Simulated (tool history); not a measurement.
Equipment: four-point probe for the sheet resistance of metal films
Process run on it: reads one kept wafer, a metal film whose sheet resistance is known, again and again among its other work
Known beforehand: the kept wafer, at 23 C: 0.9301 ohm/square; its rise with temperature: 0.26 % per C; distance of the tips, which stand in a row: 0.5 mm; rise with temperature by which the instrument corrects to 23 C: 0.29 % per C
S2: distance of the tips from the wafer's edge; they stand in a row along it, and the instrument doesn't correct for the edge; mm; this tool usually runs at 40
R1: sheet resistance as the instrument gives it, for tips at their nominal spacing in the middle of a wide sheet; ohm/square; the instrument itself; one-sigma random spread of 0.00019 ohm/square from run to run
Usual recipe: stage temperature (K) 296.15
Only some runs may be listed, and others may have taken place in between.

Run 1, hour 0.0: usual settings. Result: R1 0.930419 ohm/square.
Run 2, hour 77.0: usual settings but S2 4 mm. Result: R1 0.937826 ohm/square.
Run 3, hour 166.6: usual settings but S2 5 mm. Result: R1 0.935132 ohm/square.
Run 4, hour 240.5: usual settings but S2 5 mm. Result: R1 0.935224 ohm/square.
Run 5, hour 311.2: usual settings but S2 5 mm. Result: R1 0.934968 ohm/square.
Run 6, hour 413.3: usual settings but S2 5 mm. Result: R1 0.934967 ohm/square.
Run 7, hour 472.6: usual settings but S2 5 mm. Result: R1 0.935055 ohm/square.
Run 8, hour 521.6: usual settings but stage temperature (K) 295.15, S2 27 mm. Result: R1 0.930485 ohm/square.

What will run 9 give?
Run 9, hour 623.9: usual settings but stage temperature (K) 295.15, S2 27 mm. Result: R1 ?.

{"run 9": {"R1": 0.929907}}
With no hidden state in the tool, this same run would have given R1 0.930002 ohm/square.

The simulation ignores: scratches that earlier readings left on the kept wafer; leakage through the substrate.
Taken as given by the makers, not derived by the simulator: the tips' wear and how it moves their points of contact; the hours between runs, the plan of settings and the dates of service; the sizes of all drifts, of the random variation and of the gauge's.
